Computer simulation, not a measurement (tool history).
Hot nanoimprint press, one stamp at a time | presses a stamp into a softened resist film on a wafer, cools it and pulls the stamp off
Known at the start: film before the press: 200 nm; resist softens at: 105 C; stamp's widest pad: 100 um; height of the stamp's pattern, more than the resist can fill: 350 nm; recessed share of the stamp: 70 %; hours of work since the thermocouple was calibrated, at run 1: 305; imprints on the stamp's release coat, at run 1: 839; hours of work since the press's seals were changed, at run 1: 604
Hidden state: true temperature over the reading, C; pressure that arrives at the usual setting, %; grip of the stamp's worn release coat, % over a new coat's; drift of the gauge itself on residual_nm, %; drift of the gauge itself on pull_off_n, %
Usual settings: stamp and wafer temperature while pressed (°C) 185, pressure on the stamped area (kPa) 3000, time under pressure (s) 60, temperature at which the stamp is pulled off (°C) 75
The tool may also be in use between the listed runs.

| run | day | stamp and wafer temperature while pressed (°C) | pressure on the stamped area (kPa) | time under pressure (s) | temperature at which the stamp is pulled off (°C) | hours of work since the thermocouple was calibrated | imprints on the stamp's release coat | hours of work since the press's seals were changed | resist left under the stamp's widest pad (angstrom) | greatest force while the stamp is pulled off (N) |
|---|---|---|---|---|---|---|---|---|---|---|
| 1 | 0.000 | 185 | 3000 | 60 | 75 | 305 | 839 | 604 | 820 | 236 |
| 2 | 2.917 | 185 | 3000 | 60 | 75 | 343 | 1033 | 642 | 822 | 246 |
| 3 | 5.979 | 185 | 3000 | 60 | 75 | 382 | 1237 | 682 | 809 | 264 |
|  | 6.825 | stamp cleaned and given a new release coat |
| 4 | 8.967 | 185 | 3000 | 60 | 75 | 418 | 142 | 717 | 804 | 204 |
| 5 | 11.883 | 185 | 3000 | 60 | 75 | 455 | 336 | 754 | 806 | 209 |
| 6 | 13.746 | 185 | 3000 | 60 | 75 | 479 | 460 | 778 | 816 | 213 |
| 7 | 15.217 | 185 | 3000 | 60 | 76 | 498 | 558 | 797 | 796 | 223 |
| 8 | 17.212 | 185 | 3000 | 60 | 76 | 524 | 691 | 823 | 784 | 221 |
| 9 | 18.767 | 185 | 3000 | 60 | 76 | 544 | 794 | 843 | 801 | 230 |
|  | 21.079 | plate thermocouple calibrated |
| 10 | 21.721 | 185 | 3000 | 60 | 75 | 8 | 982 | 880 | 862 | 242 |
|  | 23.100 | press's hydraulic seals changed and the load cell set to zero |
| 11 | 24.654 | 185 | 2200 | 60 | 75 | 42 | 1155 | 20 | 985 | 256 |
|  | 26.675 | stamp cleaned and given a new release coat |
| 12 | 27.658 | 185 | 2200 | 60 | 75 | 77 | 66 | 56 | 987 | 199 |
| 13 | 29.788 | 188 | 3000 | 60 | 75 | 105 | 207 | 83 | 741 | 215 |
| 14 | 32.579 | 192 | 3000 | 60 | 75 | 141 | 393 | 119 | 631 | 213 |
| 15 | 34.179 | 192 | 3000 | 60 | 78 | 161 | 499 | 140 | 625 | 214 |
| 16 | 36.446 | 192 | 3000 | 60 | 78 | 191 | 650 | 169 | 635 | 230 |
| 17 | 39.346 | 185 | 2100 | 95 | 75 | 228 | 843 | 206 | 856 | 242 |
| 18 | 41.921 | 185 | 2300 | 60 | 65 | 261 | 1014 | 239 | 945 | 262 |
| 19 | 44.121 | 185 | 2300 | 60 | 65 | 290 | 1161 | 268 | 936 | 267 |
|  | 46.175 | stamp cleaned and given a new release coat |
| 20 | 46.821 | 185 | 4490 | 51 | 65 | 321 | 43 | 299 | 685 | 210 |
| 21 | 48.150 | 185 | 4490 | 51 | 65 | 338 | 131 | 317 | 666 | 211 |
| 22 | 50.617 | 185 | 4490 | 51 | 65 | 370 | 295 | 348 | 677 | 227 |
| 23 | 53.567 | 176 | 2050 | 60 | 66 | 408 | 492 | 386 | 1343 | 233 |
| 24 | 55.121 | 176 | 2050 | 60 | 66 | 428 | 595 | 407 | 1352 | 232 |
| 25 | 56.592 | 176 | 2050 | 60 | 66 | 447 | 693 | 425 | 1354 | 244 |
| 26 | 59.304 | 185 | 3000 | 60 | 82 | 482 | 873 | 460 | 799 | 231 |
| 27 | 61.588 | 180 | 3000 | 85 | 66 | 512 | 1025 | 490 | 854 | 252 |
| 28 | 64.075 | 193 | 3080 | 60 | 75 | 544 | 1191 | 522 | 576 | 262 |
|  | 65.592 | stamp cleaned and given a new release coat |
|  | 66.500 | plate thermocouple calibrated |
| 29 | 67.104 | 193 | 3080 | 60 | 75 | 8 | 92 | 556 | 629 | 204 |

Forecast each of these 4 alternatives for the next run:
| A | 69.825 | 183 | 4380 | 60 | 75 | 43 | 273 | 591 | ? | ? |
| B | 69.825 | 193 | 1970 | 60 | 75 | 43 | 273 | 591 | ? | ? |
| C | 69.825 | 185 | 3000 | 60 | 72 | 43 | 273 | 591 | ? | ? |
| D | 69.825 | 181 | 2920 | 60 | 75 | 43 | 273 | 591 | ? | ? |

| run | resist left under the stamp's widest pad (angstrom) | greatest force while the stamp is pulled off (N) |
|---|---|---|
| A | 750 | 204 |
| B | 801 | 206 |
| C | 852 | 213 |
| D | 1013 | 211 |
Without the tool's hidden state the same runs would have given:
| run | resist left under the stamp's widest pad (angstrom) | greatest force while the stamp is pulled off (N) |
|---|---|---|
| A | 731 | 190 |
| B | 792 | 192 |
| C | 838 | 198 |
| D | 998 | 196 |
